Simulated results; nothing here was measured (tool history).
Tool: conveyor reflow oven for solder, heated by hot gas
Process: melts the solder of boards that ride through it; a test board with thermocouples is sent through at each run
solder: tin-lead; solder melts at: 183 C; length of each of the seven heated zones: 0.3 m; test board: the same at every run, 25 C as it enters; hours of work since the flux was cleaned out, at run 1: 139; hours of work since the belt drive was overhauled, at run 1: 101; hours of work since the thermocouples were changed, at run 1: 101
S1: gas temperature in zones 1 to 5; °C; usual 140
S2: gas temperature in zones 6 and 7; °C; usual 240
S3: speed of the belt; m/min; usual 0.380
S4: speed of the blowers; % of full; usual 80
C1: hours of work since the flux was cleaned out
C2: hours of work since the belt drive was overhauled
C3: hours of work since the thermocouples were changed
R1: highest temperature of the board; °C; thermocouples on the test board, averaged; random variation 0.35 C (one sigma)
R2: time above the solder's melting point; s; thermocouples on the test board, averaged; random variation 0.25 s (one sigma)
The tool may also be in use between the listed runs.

run    day   S1   S2     S3  S4   C1   C2   C3     R1    R2
  1  0.000  140  240  0.380  80  139  101  101  225.6  80.2
  2  0.638  132  240  0.380  80  151  112  112  224.6  76.2
     1.029  -- flux residue cleaned out of gas plates and filters
  3  1.512  132  240  0.380  80    9  125  125  226.1  76.6
  4  1.879  132  240  0.380  80   16  131  131  226.1  76.4
  5  2.483  132  240  0.380  80   27  143  143  225.8  76.4
  6  3.000  132  240  0.380  80   36  152  152  225.4  76.6
  7  3.712  132  240  0.380  80   49  165  165  225.7  76.0
  8  4.262  126  240  0.380  80   59  175  175  224.8  74.1
  9  4.917  126  240  0.380  80   71  187  187  223.4  72.8
 10  5.567  140  240  0.380  80   83  199  199  225.9  80.6
 11  6.296  140  254  0.380  80   97  213  213  238.4  88.2
 12  6.700  140  240  0.380  80  104  220  220  226.2  79.7
 13  7.246  140  240  0.380  80  114  230  230  225.9  80.0
 14  7.708  140  240  0.380  80  123  239  239  226.2  80.4
 15  8.083  142  240  0.380  80  130  245  245  225.9  81.1
 16  8.442  140  253  0.422  80  136  252  252  233.4  76.7
 17  9.158  150  253  0.410  80  149  265  265  236.1  84.9

The next listed run, before its measurement:
     9.612  -- flux residue cleaned out of gas plates and filters
 18  9.721  150  253  0.410  80   2  272  272   ?   ?

Run 18 gave R1 237.9 °C, R2 85.0 s.
Without the tool's hidden state the same run would have given R1 238.2 °C, R2 84.6 s.
